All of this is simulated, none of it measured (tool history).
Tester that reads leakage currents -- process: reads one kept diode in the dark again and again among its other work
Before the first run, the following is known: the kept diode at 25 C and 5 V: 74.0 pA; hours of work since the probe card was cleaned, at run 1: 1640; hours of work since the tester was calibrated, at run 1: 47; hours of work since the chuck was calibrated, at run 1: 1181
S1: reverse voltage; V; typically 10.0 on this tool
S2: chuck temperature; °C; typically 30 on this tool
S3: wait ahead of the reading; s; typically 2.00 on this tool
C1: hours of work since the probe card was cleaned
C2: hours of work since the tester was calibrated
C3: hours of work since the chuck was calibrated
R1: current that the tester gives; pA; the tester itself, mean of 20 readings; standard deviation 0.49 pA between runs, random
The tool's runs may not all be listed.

run	hour	S1	S2	S3	C1	C2	C3	R1
1	0.0	10.0	30	2.00	1640	47	1181	161.29
2	86.3	10.0	24	2.00	1695	103	1237	99.01
# hour 133.0: probe card cleaned and baked
3	135.3	10.0	24	2.00	1	133	1267	98.80
4	212.1	10.0	24	2.00	51	182	1317	98.85
5	259.3	10.0	24	2.00	82	213	1347	99.84
6	327.6	10.0	30	2.00	126	257	1391	161.11
7	400.9	10.0	30	2.00	173	304	1439	160.64
8	478.7	10.0	30	2.00	224	355	1489	161.47
9	564.3	10.0	30	2.00	279	410	1545	160.49
10	649.3	10.0	30	2.00	334	465	1600	162.33
11	698.2	10.0	30	2.00	366	497	1631	160.65
12	783.8	10.0	30	2.00	421	552	1687	161.19
13	820.6	10.0	30	2.00	445	576	1710	161.04
14	888.3	10.0	30	2.00	489	620	1754	160.77
15	964.5	10.0	30	2.00	538	669	1804	161.09
16	1049.1	10.0	30	2.00	593	724	1858	161.72
17	1088.3	10.0	30	2.08	618	749	1884	161.24
18	1163.9	10.0	48	2.00	667	798	1933	621.82
# hour 1225.9: chuck's temperature calibrated
19	1250.6	10.0	48	2.00	722	853	16	624.07
20	1295.1	10.0	30	2.00	751	882	45	161.70
21	1333.5	2.0	30	9.66	775	907	70	68.60
22	1407.2	2.0	30	9.66	823	954	117	68.24
23	1465.7	5.5	31	2.00	861	992	155	126.69
24	1550.2	5.5	31	2.00	916	1047	210	126.50
25	1610.3	5.5	31	2.00	954	1086	249	127.12
26	1670.8	5.5	31	2.00	994	1125	288	126.63
27	1734.4	10.7	30	2.00	1035	1166	329	167.88
28	1811.1	1.8	21	2.00	1084	1216	379	30.79
29	1874.0	2.3	36	9.80	1125	1256	419	117.14
30	1931.3	2.3	36	9.80	1162	1293	456	117.44
31	1984.5	10.0	51	2.11	1197	1328	491	770.87
32	2067.1	10.0	35	9.29	1250	1381	544	238.32
33	2103.5	1.5	24	0.63	1274	1405	568	36.03
34	2171.1	10.7	58	6.81	1317	1448	612	1288.35
35	2256.5	1.3	24	6.81	1373	1504	667	33.22
36	2307.6	1.3	24	6.81	1406	1537	700	33.35
37	2363.3	6.4	24	6.81	1442	1573	736	77.93
38	2431.7	9.5	24	0.55	1486	1617	780	96.88
39	2492.9	2.5	39	8.39	1525	1657	820	154.56

Describe how what the log doesn't record of the tool's condition differs between the last listed run preceding each entry between runs and the first listed run following it.
In the gap between runs 2 and 3: probe card cleaned and baked (hour 133.0)
  stray current of the dirty probe card, pA a volt: 0.027 -> 0.02
In the gap between runs 18 and 19: chuck's temperature calibrated (hour 1225.9)
  true chuck temperature over the reading, C: 0.01 -> 0

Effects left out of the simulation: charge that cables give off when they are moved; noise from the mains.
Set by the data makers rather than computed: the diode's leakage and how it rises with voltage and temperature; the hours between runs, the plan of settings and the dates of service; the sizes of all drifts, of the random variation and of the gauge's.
